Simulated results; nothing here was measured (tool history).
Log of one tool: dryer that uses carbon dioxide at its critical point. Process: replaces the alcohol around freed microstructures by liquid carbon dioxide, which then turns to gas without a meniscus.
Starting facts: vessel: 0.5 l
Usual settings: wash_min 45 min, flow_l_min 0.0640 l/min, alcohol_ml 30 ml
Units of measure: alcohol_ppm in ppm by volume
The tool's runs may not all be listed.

run 1 hour=0.0 | wash_min=45 flow_l_min=0.0640 alcohol_ml=30 | alcohol_ppm=732
run 2 hour=55.0 | wash_min=45 flow_l_min=0.0640 alcohol_ml=30 | alcohol_ppm=750
run 3 hour=89.4 | wash_min=45 flow_l_min=0.0640 alcohol_ml=30 | alcohol_ppm=731
run 4 hour=132.3 | wash_min=45 flow_l_min=0.0640 alcohol_ml=100 | alcohol_ppm=2263
run 5 hour=170.0 | wash_min=31 flow_l_min=0.0640 alcohol_ml=30 | alcohol_ppm=2813
run 6 hour=204.1 | wash_min=66 flow_l_min=0.0640 alcohol_ml=30 | alcohol_ppm=188
run 7 hour=239.7 | wash_min=69 flow_l_min=0.0640 alcohol_ml=30 | alcohol_ppm=165
run 8 hour=285.9 | wash_min=45 flow_l_min=0.0640 alcohol_ml=30 | alcohol_ppm=770
run 9 hour=318.4 | wash_min=45 flow_l_min=0.0640 alcohol_ml=30 | alcohol_ppm=787
run 10 hour=363.6 | wash_min=45 flow_l_min=0.0640 alcohol_ml=30 | alcohol_ppm=799
run 11 hour=393.8 | wash_min=45 flow_l_min=0.0640 alcohol_ml=30 | alcohol_ppm=770
run 12 hour=440.7 | wash_min=45 flow_l_min=0.0798 alcohol_ml=30 | alcohol_ppm=339
run 13 hour=486.0 | wash_min=45 flow_l_min=0.0798 alcohol_ml=30 | alcohol_ppm=346
run 14 hour=531.3 | wash_min=45 flow_l_min=0.0794 alcohol_ml=30 | alcohol_ppm=358
run 15 hour=587.9 | wash_min=45 flow_l_min=0.0794 alcohol_ml=30 | alcohol_ppm=362
run 16 hour=620.7 | wash_min=39 flow_l_min=0.0640 alcohol_ml=30 | alcohol_ppm=1387
run 17 hour=644.6 | wash_min=45 flow_l_min=0.0640 alcohol_ml=30 | alcohol_ppm=828
-- hour=653.7 purifier's bed changed
run 18 hour=700.0 | wash_min=45 flow_l_min=0.0640 alcohol_ml=30 | alcohol_ppm=735
run 19 hour=733.5 | wash_min=45 flow_l_min=0.0640 alcohol_ml=30 | alcohol_ppm=740
run 20 hour=770.2 | wash_min=45 flow_l_min=0.0640 alcohol_ml=30 | alcohol_ppm=731
run 21 hour=800.3 | wash_min=44 flow_l_min=0.0640 alcohol_ml=30 | alcohol_ppm=789
run 22 hour=854.4 | wash_min=44 flow_l_min=0.0396 alcohol_ml=30 | alcohol_ppm=4176
run 23 hour=880.3 | wash_min=44 flow_l_min=0.0396 alcohol_ml=30 | alcohol_ppm=4198
run 24 hour=926.4 | wash_min=44 flow_l_min=0.0396 alcohol_ml=30 | alcohol_ppm=4244
run 25 hour=977.9 | wash_min=44 flow_l_min=0.0396 alcohol_ml=30 | alcohol_ppm=4121
run 26 hour=1028.3 | wash_min=43 flow_l_min=0.0396 alcohol_ml=22 | alcohol_ppm=3289
run 27 hour=1055.2 | wash_min=29 flow_l_min=0.0640 alcohol_ml=68 | alcohol_ppm=8090
run 28 hour=1101.3 | wash_min=52 flow_l_min=0.0640 alcohol_ml=27 | alcohol_ppm=365
run 29 hour=1150.7 | wash_min=63 flow_l_min=0.0640 alcohol_ml=41 | alcohol_ppm=210
run 30 hour=1197.8 | wash_min=45 flow_l_min=0.1001 alcohol_ml=23 | alcohol_ppm=80
run 31 hour=1246.3 | wash_min=45 flow_l_min=0.1001 alcohol_ml=23 | alcohol_ppm=80
run 32 hour=1288.5 | wash_min=48 flow_l_min=0.0640 alcohol_ml=30 | alcohol_ppm=625
run 33 hour=1337.8 | wash_min=34 flow_l_min=0.0640 alcohol_ml=23 | alcohol_ppm=1789
run 34 hour=1376.6 | wash_min=70 flow_l_min=0.0865 alcohol_ml=23 | alcohol_ppm=41
run 35 hour=1410.0 | wash_min=41 flow_l_min=0.0756 alcohol_ml=28 | alcohol_ppm=571
run 36 hour=1435.6 | wash_min=45 flow_l_min=0.0968 alcohol_ml=30 | alcohol_ppm=126
run 37 hour=1461.7 | wash_min=45 flow_l_min=0.0968 alcohol_ml=30 | alcohol_ppm=126
run 38 hour=1488.4 | wash_min=45 flow_l_min=0.0968 alcohol_ml=30 | alcohol_ppm=145
-- hour=1508.0 inlet filter changed
run 39 hour=1521.1 | wash_min=45 flow_l_min=0.0968 alcohol_ml=30 | alcohol_ppm=104
run 40 hour=1547.5 | wash_min=58 flow_l_min=0.0515 alcohol_ml=120 | alcohol_ppm=2175
run 41 hour=1599.6 | wash_min=58 flow_l_min=0.0515 alcohol_ml=120 | alcohol_ppm=2234
run 42 hour=1631.7 | wash_min=58 flow_l_min=0.0515 alcohol_ml=120 | alcohol_ppm=2223
run 43 hour=1658.6 | wash_min=30 flow_l_min=0.0539 alcohol_ml=30 | alcohol_ppm=4716
run 44 hour=1692.2 | wash_min=50 flow_l_min=0.0640 alcohol_ml=30 | alcohol_ppm=449
run 45 hour=1740.9 | wash_min=50 flow_l_min=0.0640 alcohol_ml=30 | alcohol_ppm=442
run 46 hour=1766.6 | wash_min=45 flow_l_min=0.0481 alcohol_ml=30 | alcohol_ppm=2123
run 47 hour=1798.5 | wash_min=45 flow_l_min=0.0481 alcohol_ml=30 | alcohol_ppm=2090

Here are 4 independent what-if runs from the current tool condition. What would each one return?
run A hour=1823.2 | wash_min=36 flow_l_min=0.0871 alcohol_ml=20 | alcohol_ppm=?
run B hour=1823.2 | wash_min=45 flow_l_min=0.0640 alcohol_ml=24 | alcohol_ppm=?
run C hour=1823.2 | wash_min=50 flow_l_min=0.0481 alcohol_ml=30 | alcohol_ppm=?
run D hour=1823.2 | wash_min=53 flow_l_min=0.0751 alcohol_ml=32 | alcohol_ppm=?

run=A alcohol_ppm=358
run=B alcohol_ppm=558
run=C alcohol_ppm=1439
run=D alcohol_ppm=181
With the hidden condition removed and each run's random variation left untouched, the same runs would have given:
run=A alcohol_ppm=290
run=B alcohol_ppm=480
run=C alcohol_ppm=1317
run=D alcohol_ppm=122
